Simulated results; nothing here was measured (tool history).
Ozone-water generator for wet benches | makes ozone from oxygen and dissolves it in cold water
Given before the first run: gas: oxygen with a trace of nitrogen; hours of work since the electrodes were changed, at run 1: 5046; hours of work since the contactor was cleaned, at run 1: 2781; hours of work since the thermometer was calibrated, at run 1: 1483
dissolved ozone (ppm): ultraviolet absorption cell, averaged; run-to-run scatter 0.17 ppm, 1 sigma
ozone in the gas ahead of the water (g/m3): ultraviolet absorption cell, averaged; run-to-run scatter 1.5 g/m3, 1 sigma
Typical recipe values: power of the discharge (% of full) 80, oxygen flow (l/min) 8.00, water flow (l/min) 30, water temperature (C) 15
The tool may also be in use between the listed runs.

run,hour,power of the discharge (% of full),oxygen flow (l/min),water flow (l/min),water temperature (C),hours of work since the electrodes were changed,hours of work since the contactor was cleaned,hours of work since the thermometer was calibrated,dissolved ozone (ppm),ozone in the gas ahead of the water (g/m3)
1,0.0,80,8.00,30,15,5046,2781,1483,23.6,283.4
2,81.4,80,8.00,30,15,5115,2849,1551,23.8,285.1
# hour 158.0: contactor cleaned
3,181.2,80,8.00,30,13,5195,20,1632,24.2,284.7
4,302.9,80,8.00,30,13,5298,122,1734,24.2,283.8
5,458.2,100,8.00,30,15,5428,253,1865,29.4,351.0
6,579.7,100,8.00,30,15,5530,355,1967,29.0,345.9
7,735.7,100,8.00,30,15,5662,486,2098,29.2,351.2
8,890.9,100,8.00,30,15,5792,616,2229,29.3,350.3
9,980.8,51,11.31,32,15,5868,692,2304,15.9,167.4
10,1088.7,51,11.31,32,20,5958,783,2395,14.6,167.2
11,1262.1,53,11.06,28,16,6104,929,2541,17.7,173.8
12,1398.6,43,13.38,30,15,6219,1044,2656,14.6,135.3
13,1570.3,43,13.38,30,15,6364,1188,2800,14.7,134.8
14,1683.9,43,7.38,21,23,6459,1284,2896,15.2,166.7
# hour 1845.9: electrodes of the discharge changed
15,1848.3,43,7.38,21,23,2,1417,3029,15.1,165.8
16,1985.9,43,7.38,21,23,118,1533,3145,15.1,167.9

Consider 5 possible next runs. They are alternatives, not a sequence: every one starts from the tool as it was left by run 16. What does each give?
A,2089.7,80,8.00,30,14,205,1620,3232,?,?
B,2089.7,49,5.45,21,11,205,1620,3232,?,?
C,2089.7,43,9.80,42,23,205,1620,3232,?,?
D,2089.7,80,4.86,30,23,205,1620,3232,?,?
E,2089.7,80,8.00,22,15,205,1620,3232,?,?

run,dissolved ozone (ppm),ozone in the gas ahead of the water (g/m3)
A,24.3,285.8
B,19.5,208.4
C,9.6,151.9
D,19.0,345.0
E,30.2,289.2
Take away the tool's hidden state, keep each run's random variation, and the runs would have read:
run,dissolved ozone (ppm),ozone in the gas ahead of the water (g/m3)
A,24.3,282.2
B,19.5,205.8
C,9.6,150.0
D,19.0,340.7
E,30.2,285.6
